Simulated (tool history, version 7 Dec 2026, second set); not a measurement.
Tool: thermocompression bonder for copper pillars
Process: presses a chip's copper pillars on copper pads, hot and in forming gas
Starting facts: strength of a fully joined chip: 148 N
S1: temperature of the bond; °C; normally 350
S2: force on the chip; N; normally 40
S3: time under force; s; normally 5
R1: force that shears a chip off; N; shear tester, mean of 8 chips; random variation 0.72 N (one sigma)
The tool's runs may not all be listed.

run    hour   S1  S2  S3    R1
  1     0.0  350  40   5  57.4
       44.1  -- forming gas filter changed
  2    44.1  350  40   5  61.7
  3   117.9  334  40   5  51.2
  4   169.2  350  40   5  60.2
  5   225.8  350  38   5  55.0
  6   295.8  350  38   5  55.0
  7   335.0  350  40   5  56.6
      353.6  -- force cell calibrated
  8   411.1  350  40   5  59.3
  9   497.6  350  43   5  61.2
      539.1  -- forming gas filter changed
 10   576.2  350  40  13  87.6
 11   634.3  350  40  13  85.0
 12   678.4  350  52   5  78.5
 13   765.7  350  40   5  58.9
 14   811.3  350  40   5  58.6
 15   860.5  350  40   5  59.1
 16   904.9  350  40   4  53.6
      979.7  -- heater calibrated with a thermocouple chip
 17   982.9  350  40   5  58.7
     1029.8  -- forming gas filter changed
 18  1063.0  350  40   5  64.4
 19  1137.3  350  40   5  62.4
 20  1189.4  350  40   5  62.4
 21  1246.2  363  30   5  51.5
 22  1310.7  342  40   5  56.0
 23  1389.4  360  50   8  89.2
 24  1444.1  360  50   8  86.8
 25  1493.8  360  50   8  86.5

The next listed run, before its measurement:
     1521.3  -- forming gas filter changed
 26  1567.2  332  50   8   ?

{"run 26": {"R1": 77.1}}
Had the tool carried no hidden state, the very same run would have given R1 82.6 N.

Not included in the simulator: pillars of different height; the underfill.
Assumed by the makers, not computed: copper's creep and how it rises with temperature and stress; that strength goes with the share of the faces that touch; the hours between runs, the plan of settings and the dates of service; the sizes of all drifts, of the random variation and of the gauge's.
